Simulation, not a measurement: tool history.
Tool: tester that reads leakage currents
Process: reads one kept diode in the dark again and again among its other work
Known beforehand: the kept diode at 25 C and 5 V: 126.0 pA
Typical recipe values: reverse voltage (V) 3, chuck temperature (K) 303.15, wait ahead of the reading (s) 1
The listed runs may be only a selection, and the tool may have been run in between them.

run,day,reverse voltage (V),chuck temperature (K),wait ahead of the reading (s),current that the tester gives (pA)
1,0,3,303.15,1,149.32
2,4.675,3,303.15,1,150.76
3,10.033,3,303.15,1,150.64
4,16.479,3,303.15,0.46,153.55
5,21.688,3,303.15,0.46,154.24
6,27.979,1.64,321.15,3.07,374.22
7,30.775,6.07,307.15,1,313.15
8,33.717,6.07,307.15,1,313.74
9,37.496,4.02,296.15,0.73,110.1
10,43.896,3,306.15,8.95,191.97

Selected run-to-run steps in current that the tester gives (pA), each split into two signed amounts: the part the tool would show with no hidden state at all (from settings, incoming material and random variation), and the remainder, which goes to the hidden state together with any gauge scatter not common to the measured and the hidden-state-free results:
What the log doesn't record here: stray current of the dirty probe card, pA a volt; current scale over the true one, %; true chuck temperature over the reading, C; drift of the gauge itself on leakage_pa, %.
Run 5 -> 6: reverse voltage (V) 3 -> 1.64, chuck temperature (K) 303.15 -> 321.15, wait ahead of the reading (s) 0.46 -> 3.07. current that the tester gives (pA) +219.98: hidden state +19.34, all else +200.64.
Run 8 -> 9: reverse voltage (V) 6.07 -> 4.02, chuck temperature (K) 307.15 -> 296.15, wait ahead of the reading (s) 1 -> 0.73. current that the tester gives (pA) -203.64: hidden state -20.33, all else -183.31.

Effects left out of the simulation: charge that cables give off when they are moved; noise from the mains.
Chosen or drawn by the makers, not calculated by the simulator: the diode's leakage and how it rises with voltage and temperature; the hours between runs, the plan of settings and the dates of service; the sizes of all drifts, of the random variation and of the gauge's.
